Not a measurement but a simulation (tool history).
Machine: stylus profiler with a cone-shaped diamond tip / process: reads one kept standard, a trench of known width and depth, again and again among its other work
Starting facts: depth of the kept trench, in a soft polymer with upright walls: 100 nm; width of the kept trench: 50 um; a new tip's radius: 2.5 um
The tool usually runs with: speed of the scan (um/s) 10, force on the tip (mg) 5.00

run	hour	speed of the scan (um/s)	force on the tip (mg)	depth of the trench (angstrom)	width of the trench's floor (um)
1	0.0	10	5.00	1026.14	48.54
2	55.8	10	5.00	1026.31	48.55
3	108.1	10	5.00	1026.41	48.61
4	158.3	10	4.92	1025.98	48.58
5	187.1	10	1.78	1013.56	48.59
6	223.8	10	1.78	1013.50	48.58
7	263.4	10	1.78	1013.63	48.57
8	313.4	13	1.78	1013.65	48.54
9	369.0	10	2.21	1015.82	48.53
10	403.4	10	5.00	1026.46	48.58
11	448.5	10	7.04	1033.27	48.61
12	494.5	10	7.04	1033.32	48.53
13	527.9	10	7.04	1033.31	48.56

Estimate the outcome of run 14 from the log above:
14	570.2	9	7.70	?	?

{"run 14": {"depth of the trench (angstrom)": 1035.18, "width of the trench's floor (um)": 48.57}}
With no hidden state in the tool, this same run would have given depth of the trench (angstrom) 1034.15, width of the trench's floor (um) 48.61.

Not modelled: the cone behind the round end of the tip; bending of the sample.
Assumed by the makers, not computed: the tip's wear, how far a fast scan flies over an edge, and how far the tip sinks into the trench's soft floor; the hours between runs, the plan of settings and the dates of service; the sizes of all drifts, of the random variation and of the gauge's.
